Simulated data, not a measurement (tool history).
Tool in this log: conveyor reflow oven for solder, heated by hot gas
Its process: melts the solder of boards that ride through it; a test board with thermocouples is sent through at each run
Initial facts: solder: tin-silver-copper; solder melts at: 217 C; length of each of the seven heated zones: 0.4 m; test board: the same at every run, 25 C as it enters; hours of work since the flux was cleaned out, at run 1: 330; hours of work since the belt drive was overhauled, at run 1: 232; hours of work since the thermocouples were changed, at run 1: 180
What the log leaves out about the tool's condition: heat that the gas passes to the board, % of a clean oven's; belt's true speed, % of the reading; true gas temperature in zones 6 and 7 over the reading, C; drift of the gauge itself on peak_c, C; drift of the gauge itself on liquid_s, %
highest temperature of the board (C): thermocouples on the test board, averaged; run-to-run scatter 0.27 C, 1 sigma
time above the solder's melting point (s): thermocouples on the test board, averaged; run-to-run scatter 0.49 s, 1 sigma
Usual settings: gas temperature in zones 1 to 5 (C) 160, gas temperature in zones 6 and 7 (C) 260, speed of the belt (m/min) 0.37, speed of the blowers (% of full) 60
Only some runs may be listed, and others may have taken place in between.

run     day  gas temperature in zones 1 to 5 (C)  gas temperature in zones 6 and 7 (C)  speed of the belt (m/min)  speed of the blowers (% of full)  hours of work since the flux was cleaned out  hours of work since the belt drive was overhauled  hours of work since the thermocouples were changed  highest temperature of the board (C)  time above the solder's melting point (s)
  1       0                                  160                                   260                       0.37                                60                                           330                                                232                                                 180                                 242.6                                       76.4
  2   0.425                                  160                                   260                       0.37                                60                                           338                                                240                                                 188                                 242.5                                       75.6
  3   0.842                                  152                                   260                       0.37                                60                                           346                                                248                                                 196                                 240.7                                       69.1
  4   1.467                                  150                                   260                       0.37                                60                                           357                                                260                                                 208                                 240.2                                       66.7
  5   2.088                                  150                                   260                       0.37                                60                                           369                                                271                                                 220                                 240.3                                       66.4
  6   2.512                                  160                                   260                      0.407                                60                                           377                                                279                                                 228                                 238.4                                       60.4
  7   2.971                                  160                                   260                      0.407                                60                                           386                                                288                                                 236                                 238.3                                       60.1
  8    3.65                                  160                                   260                      0.344                                60                                           398                                                301                                                 249                                 244.3                                         85
      4.183  -- flux residue cleaned out of gas plates and filters
  9   4.504                                  160                                   260                       0.37                                60                                             6                                                313                                                 261                                 244.4                                       80.5
 10   4.842                                  160                                   260                      0.333                                60                                            12                                                319                                                 267                                 247.5                                       96.9
 11   5.242                                  160                                   260                      0.333                                60                                            20                                                327                                                 275                                 246.8                                       96.4
 12    5.55                                  165                                   260                       0.37                                60                                            26                                                333                                                 281                                 245.2                                       83.5
 13   6.017                                  160                                   253                       0.37                                60                                            35                                                341                                                 290                                 237.9                                       69.1
 14   6.679                                  160                                   260                       0.37                                60                                            47                                                354                                                 302                                 243.8                                       79.3
 15   7.092                                  160                                   260                       0.37                                60                                            55                                                362                                                 310                                 244.3                                         80
 16   7.454                                  152                                   260                       0.37                                57                                            62                                                368                                                 317                                 241.6                                       71.4
 17   8.083                                  152                                   260                       0.37                                57                                            73                                                380                                                 328                                 241.3                                       71.4
 18   8.442                                  152                                   253                      0.421                                57                                            80                                                387                                                 335                                 230.9                                       41.9
      8.654  -- belt drive overhauled, speed set with a stopwatch
 19   9.038                                  157                                   253                      0.421                                80                                            88                                                  7                                                 343                                 237.7                                       59.2
 20   9.312                                  167                                   262                      0.421                                80                                            93                                                 12                                                 348                                 246.8                                       76.9
 21   9.808                                  161                                   267                      0.421                                62                                           103                                                 22                                                 358                                 245.9                                       71.9
 22  10.317                                  160                                   260                      0.366                                60                                           112                                                 31                                                 367                                   244                                       80.9
 23  10.762                                  160                                   272                       0.37                                63                                           121                                                 40                                                 376                                 254.8                                       93.6
 24  11.371                                  157                                   260                      0.403                                60                                           132                                                 51                                                 387                                 239.9                                       63.6
 25  11.925                                  164                                   264                      0.346                                75                                           143                                                 61                                                 398                                 252.2                                      101.9
 26  12.204                                  164                                   264                      0.346                                75                                           148                                                 67                                                 403                                 252.4                                      101.8
     12.788  -- belt drive overhauled, speed set with a stopwatch, once more
 27  12.854                                  164                                   264                      0.327                                88                                           157                                                  1                                                 412                                 255.4                                      112.6
 28  13.388                                  152                                   260                      0.301                                60                                           167                                                 11                                                 422                                 248.1                                      103.6
 29      14                                  173                                   254                      0.316                                53                                           178                                                 23                                                 433                                 242.2                                       99.6
 30  14.575                                  160                                   260                      0.342                                60                                           189                                                 34                                                 444                                   245                                       88.5

Each row is a separate what-if for the run after 30, all from the same tool condition, not one after another. Results?
  A  15.171                                  160                                   260                      0.423                                78                                           200                                                 45                                                 455                                     ?                                          ?
  B  15.171                                  169                                   260                      0.421                                60                                           200                                                 45                                                 455                                     ?                                          ?
  C  15.171                                  157                                   253                      0.348                                60                                           200                                                 45                                                 455                                     ?                                          ?
  D  15.171                                  145                                   257                       0.37                                52                                           200                                                 45                                                 455                                     ?                                          ?
  E  15.171                                  160                                   260                      0.312                                60                                           200                                                 45                                                 455                                     ?                                          ?

run  highest temperature of the board (C)  time above the solder's melting point (s)
  A                                   242                                       65.9
  B                                 239.6                                       64.9
  C                                 237.7                                       71.4
  D                                 234.5                                       53.2
  E                                 247.4                                      102.3
Stripped of hidden state, with their random variation kept, the same runs would have yielded:
run  highest temperature of the board (C)  time above the solder's melting point (s)
  A                                 244.4                                       70.1
  B                                 241.7                                         69
  C                                 239.7                                       76.2
  D                                 236.7                                       58.2
  E                                 249.2                                        106

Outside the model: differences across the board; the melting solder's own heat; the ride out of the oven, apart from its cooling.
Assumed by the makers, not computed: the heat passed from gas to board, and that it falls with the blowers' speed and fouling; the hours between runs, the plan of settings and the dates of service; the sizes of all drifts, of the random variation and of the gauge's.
